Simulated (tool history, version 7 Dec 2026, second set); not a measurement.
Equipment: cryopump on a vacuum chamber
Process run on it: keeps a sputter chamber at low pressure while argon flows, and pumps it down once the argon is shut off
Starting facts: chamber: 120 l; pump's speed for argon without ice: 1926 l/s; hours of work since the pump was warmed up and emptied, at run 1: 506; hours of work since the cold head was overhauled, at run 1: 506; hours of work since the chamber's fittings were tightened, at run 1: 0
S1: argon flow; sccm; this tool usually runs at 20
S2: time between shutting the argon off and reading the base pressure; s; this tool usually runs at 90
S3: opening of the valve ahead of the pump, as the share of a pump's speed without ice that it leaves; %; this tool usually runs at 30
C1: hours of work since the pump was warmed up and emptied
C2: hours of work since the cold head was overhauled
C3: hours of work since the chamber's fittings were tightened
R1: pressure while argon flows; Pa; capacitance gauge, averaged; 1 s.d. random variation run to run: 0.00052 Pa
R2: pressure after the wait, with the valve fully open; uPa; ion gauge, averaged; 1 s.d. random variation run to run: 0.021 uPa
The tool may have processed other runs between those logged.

run     day  S1   S2  S3   C1    C2   C3      R1    R2
  1       0  20   90  30  506   506    0  0.0603  0.57
  2   0.996  20   90  30  521   521   15  0.0603  0.55
  3   2.096  39   90  30  538   538   32  0.1181  0.55
  4   3.262  39   90  30  556   556   50  0.1184  0.58
  5   5.017  39   90  17  583   583   77  0.2057  0.61
  6   6.358  39   90  17  603   603   97  0.2056   0.6
  7   7.142  39   90  17  615   615  109  0.2048  0.63
  8   8.192  39   90  17  631   631  125  0.2061  0.66
  9   9.504  20   90  30  651   651  145  0.0605  0.65
 10  10.579  20   90  30  668   668  162  0.0618  0.63
 11  11.396  20   90  30  680   680  174  0.0613  0.69
 12  12.621  20   90  30  699   699  193  0.0614  0.64
 13  13.483  20   90  46  712   712  206  0.0404  0.66
 14  14.475  20   90  46  727   727  221  0.0412  0.71
 15  15.288  20   90  30  740   740  234  0.0615  0.71
 16  16.625  20   90  30  760   760  254  0.0622   0.7
 17  17.925  18   40  17  780   780  274  0.0966  1.17
 18  19.083  18   40  17  798   798  292  0.0971  1.15
     19.883  -- pump warmed up, emptied and cooled again
 19  20.875   9   61  30   15   822  316  0.0276  0.84
 20  21.962   9   61  30   32   839  333  0.0269  0.86
 21  23.325  16  174  49   53   860  353    0.03   0.5
 22  24.233  16  174  23   67   873  367  0.0621  0.52
 23  25.421  36  236  44   85   892  386  0.0729  0.48
 24  26.638  20   90  28  103   910  404  0.0635  0.71
 25  27.829  20  119  28  121   928  422   0.063  0.65
 26  28.754  35  232  28  136   943  437  0.1107  0.47
 27  30.483  35  232  28  162   969  463   0.112  0.51
 28  31.604  17   48  40  179   986  480  0.0377   1.1
 29  33.083  17   48  40  202  1009  503  0.0379  1.04

Branching from run 29: 5 alternative next runs. What would each branch give?
  A  34.383  29   29  28  222  1029  523   ?   ?
  B  34.383  10  146  46  222  1029  523   ?   ?
  C  34.383  26   90  42  222  1029  523   ?   ?
  D  34.383  13  257  19  222  1029  523   ?   ?
  E  34.383  20   20  30  222  1029  523   ?   ?

run      R1    R2
  A  0.0932  1.52
  B  0.0195  0.63
  C  0.0566  0.77
  D  0.0612  0.53
  E  0.0592  1.99
Without the tool's hidden state the same runs would have given:
run      R1    R2
  A  0.0915  1.28
  B  0.0189  0.38
  C  0.0552  0.52
  D  0.0605  0.29
  E  0.0581  1.75
